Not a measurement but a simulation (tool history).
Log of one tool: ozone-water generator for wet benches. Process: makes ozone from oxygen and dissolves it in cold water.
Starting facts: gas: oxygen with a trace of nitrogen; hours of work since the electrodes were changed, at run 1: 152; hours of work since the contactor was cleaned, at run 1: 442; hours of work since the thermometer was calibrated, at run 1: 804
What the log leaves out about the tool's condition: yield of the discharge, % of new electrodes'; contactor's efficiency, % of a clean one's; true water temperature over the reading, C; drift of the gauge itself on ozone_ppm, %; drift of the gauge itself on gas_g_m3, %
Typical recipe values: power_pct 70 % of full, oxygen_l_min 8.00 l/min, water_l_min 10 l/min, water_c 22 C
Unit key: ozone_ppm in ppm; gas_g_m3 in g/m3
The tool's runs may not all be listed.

run	hour	power_pct	oxygen_l_min	water_l_min	water_c	hours of work since the electrodes were changed	hours of work since the contactor was cleaned	hours of work since the thermometer was calibrated	ozone_ppm	gas_g_m3
1	0.0	70	8.00	10	22	152	442	804	37.4	244.4
2	49.2	70	8.00	10	22	183	473	835	37.7	241.9
3	114.4	70	8.00	10	22	225	515	877	36.9	242.0
4	168.9	70	8.00	10	22	260	550	912	37.2	242.5
5	211.0	70	8.00	10	22	287	577	939	37.5	244.0
6	249.0	70	8.00	10	22	311	601	964	37.4	240.9
7	295.2	70	8.00	10	22	341	631	993	37.3	242.4
8	334.4	70	8.00	10	22	366	656	1018	37.6	244.5
9	384.4	70	8.00	10	22	398	688	1050	37.1	242.8
10	431.5	70	8.00	9	22	428	719	1081	39.2	243.1
11	464.1	70	8.00	10	22	449	739	1102	38.0	244.0
12	496.0	42	8.00	10	22	470	760	1122	24.7	162.8
13	528.8	51	8.00	10	22	491	781	1143	29.2	187.7
14	576.7	51	8.00	10	22	522	812	1174	29.2	189.2
15	634.9	70	8.00	10	22	559	849	1211	37.4	245.7
16	688.7	70	8.00	15	22	593	884	1246	30.7	241.9
17	722.7	64	9.85	8	17	615	905	1267	39.4	197.0
18	751.7	88	13.67	8	17	634	924	1286	43.1	202.2
19	785.6	62	9.34	9	17	656	946	1308	37.6	199.7
20	846.5	40	8.00	10	24	695	985	1347	22.7	156.4
21	903.3	40	10.62	10	18	731	1021	1383	23.5	129.0

Predict the results of run 22:
22	937.3	40	10.62	11	18	753	1043	1405	?	?

{"run 22": {"ozone_ppm": 22.6, "gas_g_m3": 129.2}}
Without the tool's hidden state the same run would have given ozone_ppm 22.6 ppm, gas_g_m3 129.2 g/m3.
